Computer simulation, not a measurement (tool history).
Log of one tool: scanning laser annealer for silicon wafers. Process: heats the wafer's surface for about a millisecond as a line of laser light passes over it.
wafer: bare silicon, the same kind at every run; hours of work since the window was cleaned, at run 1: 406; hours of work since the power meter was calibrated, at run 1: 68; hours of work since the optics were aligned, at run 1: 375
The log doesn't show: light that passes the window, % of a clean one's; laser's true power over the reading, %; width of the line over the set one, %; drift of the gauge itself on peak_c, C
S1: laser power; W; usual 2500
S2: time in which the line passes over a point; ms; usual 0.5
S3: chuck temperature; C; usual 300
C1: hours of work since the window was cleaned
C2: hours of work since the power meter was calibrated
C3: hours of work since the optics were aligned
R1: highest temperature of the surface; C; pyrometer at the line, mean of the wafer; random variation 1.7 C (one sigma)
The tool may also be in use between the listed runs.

run    day    S1     S2   S3   C1   C2   C3    R1
  1      0  2500    0.5  300  406   68  375  1116
  2  0.533  2500   0.36  300  416   77  385  1001
  3  1.092  2500  0.487  300  425   87  395  1108
  4  1.583  2500  0.487  300  434   95  403  1107
  5  2.046  2500  0.487  300  442  103  411  1106
  6  2.408  2500  0.487  300  448  110  418  1107
  7  3.033  2500  0.487  300  459  121  429  1107
  8  3.467  2500    0.5  300  467  128  436  1113
  9  3.875  2500    0.5  300  474  136  443  1116
     4.071  -- window over the wafer cleaned
 10  4.325  2500  0.494  292    4  142  450  1118
 11  4.829  2513  0.412  285   13  151  459  1052
 12  5.175  2513  0.412  285   19  157  465  1052
 13  5.542  2513  0.412  285   26  163  471  1050
 14  6.162  2513  0.412  285   37  174  482  1048
 15   6.65  2725   0.41  300   45  183  491  1124
 16   6.95  2725   0.41  300   51  188  496  1125
 17  7.446  2678   0.41  300   59  197  505  1108

4 ways to go on from here, each from the tool as it stands after run 17. What would each give?
  A  7.754  2176   0.41  265  65  202  510   ?
  B  7.754  2156  0.572  293  65  202  510   ?
  C  7.754  2509   0.49  311  65  202  510   ?
  D  7.754  2500  0.479  266  65  202  510   ?

run    R1
  A   929
  B  1057
  C  1136
  D  1079
Without the tool's hidden state the same runs would have given:
run    R1
  A   934
  B  1062
  C  1141
  D  1084
